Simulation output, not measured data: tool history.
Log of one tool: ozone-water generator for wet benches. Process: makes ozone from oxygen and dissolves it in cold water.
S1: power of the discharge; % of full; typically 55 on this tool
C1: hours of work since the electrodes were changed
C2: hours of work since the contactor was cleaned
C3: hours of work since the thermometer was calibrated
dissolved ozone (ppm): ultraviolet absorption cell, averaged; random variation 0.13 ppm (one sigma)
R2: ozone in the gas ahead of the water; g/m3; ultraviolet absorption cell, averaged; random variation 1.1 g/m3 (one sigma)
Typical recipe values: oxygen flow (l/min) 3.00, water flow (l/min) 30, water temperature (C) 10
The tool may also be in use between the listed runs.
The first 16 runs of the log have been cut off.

run 17 hour=911.8 | S1=55 oxygen_flow_(l/min)=3.00 water_flow_(l/min)=30 water_temperature_(C)=10 | C1=1931 C2=91 C3=1465 | dissolved_ozone_(ppm)=11.5 R2=180.3
run 18 hour=947.5 | S1=55 oxygen_flow_(l/min)=3.00 water_flow_(l/min)=25 water_temperature_(C)=10 | C1=1963 C2=123 C3=1497 | dissolved_ozone_(ppm)=13.9 R2=179.3
run 19 hour=990.6 | S1=55 oxygen_flow_(l/min)=1.65 water_flow_(l/min)=30 water_temperature_(C)=10 | C1=2002 C2=162 C3=1535 | dissolved_ozone_(ppm)=9.5 R2=248.9
run 20 hour=1027.9 | S1=55 oxygen_flow_(l/min)=3.69 water_flow_(l/min)=30 water_temperature_(C)=12 | C1=2036 C2=196 C3=1569 | dissolved_ozone_(ppm)=11.9 R2=161.8
run 21 hour=1068.2 | S1=54 oxygen_flow_(l/min)=3.00 water_flow_(l/min)=30 water_temperature_(C)=10 | C1=2072 C2=232 C3=1605 | dissolved_ozone_(ppm)=11.2 R2=176.7
run 22 hour=1117.8 | S1=54 oxygen_flow_(l/min)=3.00 water_flow_(l/min)=30 water_temperature_(C)=10 | C1=2116 C2=276 C3=1650 | dissolved_ozone_(ppm)=11.1 R2=175.9
run 23 hour=1180.4 | S1=80 oxygen_flow_(l/min)=3.00 water_flow_(l/min)=30 water_temperature_(C)=10 | C1=2173 C2=333 C3=1706 | dissolved_ozone_(ppm)=15.5 R2=248.9
-- hour=1187.8 contactor cleaned, once more
run 24 hour=1219.2 | S1=55 oxygen_flow_(l/min)=3.00 water_flow_(l/min)=20 water_temperature_(C)=8 | C1=2204 C2=28 C3=1737 | dissolved_ozone_(ppm)=18.4 R2=180.3
run 25 hour=1275.0 | S1=78 oxygen_flow_(l/min)=1.58 water_flow_(l/min)=44 water_temperature_(C)=13 | C1=2254 C2=78 C3=1788 | dissolved_ozone_(ppm)=8.6 R2=340.0
run 26 hour=1334.3 | S1=78 oxygen_flow_(l/min)=2.17 water_flow_(l/min)=44 water_temperature_(C)=6 | C1=2307 C2=132 C3=1841 | dissolved_ozone_(ppm)=9.8 R2=288.5
run 27 hour=1407.4 | S1=78 oxygen_flow_(l/min)=2.17 water_flow_(l/min)=44 water_temperature_(C)=6 | C1=2373 C2=198 C3=1907 | dissolved_ozone_(ppm)=9.5 R2=288.3
run 28 hour=1460.9 | S1=78 oxygen_flow_(l/min)=2.17 water_flow_(l/min)=44 water_temperature_(C)=6 | C1=2421 C2=246 C3=1955 | dissolved_ozone_(ppm)=9.3 R2=285.0
run 29 hour=1531.3 | S1=55 oxygen_flow_(l/min)=1.70 water_flow_(l/min)=30 water_temperature_(C)=12 | C1=2485 C2=309 C3=2018 | dissolved_ozone_(ppm)=10.3 R2=241.8
run 30 hour=1567.5 | S1=55 oxygen_flow_(l/min)=3.00 water_flow_(l/min)=30 water_temperature_(C)=8 | C1=2517 C2=342 C3=2051 | dissolved_ozone_(ppm)=12.1 R2=179.8
run 31 hour=1597.3 | S1=67 oxygen_flow_(l/min)=1.85 water_flow_(l/min)=19 water_temperature_(C)=17 | C1=2544 C2=368 C3=2078 | dissolved_ozone_(ppm)=19.4 R2=271.8
run 32 hour=1665.6 | S1=67 oxygen_flow_(l/min)=1.85 water_flow_(l/min)=19 water_temperature_(C)=17 | C1=2605 C2=430 C3=2139 | dissolved_ozone_(ppm)=19.2 R2=273.8

Predict each of these 5 candidate next runs independently; none follows another, all start after run 32:
run A hour=1706.4 | S1=49 oxygen_flow_(l/min)=3.23 water_flow_(l/min)=19 water_temperature_(C)=8 | C1=2642 C2=466 C3=2176 | dissolved_ozone_(ppm)=? R2=?
run B hour=1706.4 | S1=89 oxygen_flow_(l/min)=3.00 water_flow_(l/min)=21 water_temperature_(C)=5 | C1=2642 C2=466 C3=2176 | dissolved_ozone_(ppm)=? R2=?
run C hour=1706.4 | S1=67 oxygen_flow_(l/min)=1.85 water_flow_(l/min)=29 water_temperature_(C)=17 | C1=2642 C2=466 C3=2176 | dissolved_ozone_(ppm)=? R2=?
run D hour=1706.4 | S1=67 oxygen_flow_(l/min)=2.83 water_flow_(l/min)=19 water_temperature_(C)=6 | C1=2642 C2=466 C3=2176 | dissolved_ozone_(ppm)=? R2=?
run E hour=1706.4 | S1=67 oxygen_flow_(l/min)=1.85 water_flow_(l/min)=42 water_temperature_(C)=11 | C1=2642 C2=466 C3=2176 | dissolved_ozone_(ppm)=? R2=?

run=A dissolved_ozone_(ppm)=17.8 R2=155.2
run=B dissolved_ozone_(ppm)=27.5 R2=265.8
run=C dissolved_ozone_(ppm)=12.4 R2=270.7
run=D dissolved_ozone_(ppm)=22.6 R2=215.1
run=E dissolved_ozone_(ppm)=8.1 R2=272.0
With no hidden state in the tool, these same runs would have given:
run=A dissolved_ozone_(ppm)=19.2 R2=165.8
run=B dissolved_ozone_(ppm)=31.1 R2=299.3
run=C dissolved_ozone_(ppm)=13.7 R2=297.4
run=D dissolved_ozone_(ppm)=25.0 R2=236.3
run=E dissolved_ozone_(ppm)=9.1 R2=298.9
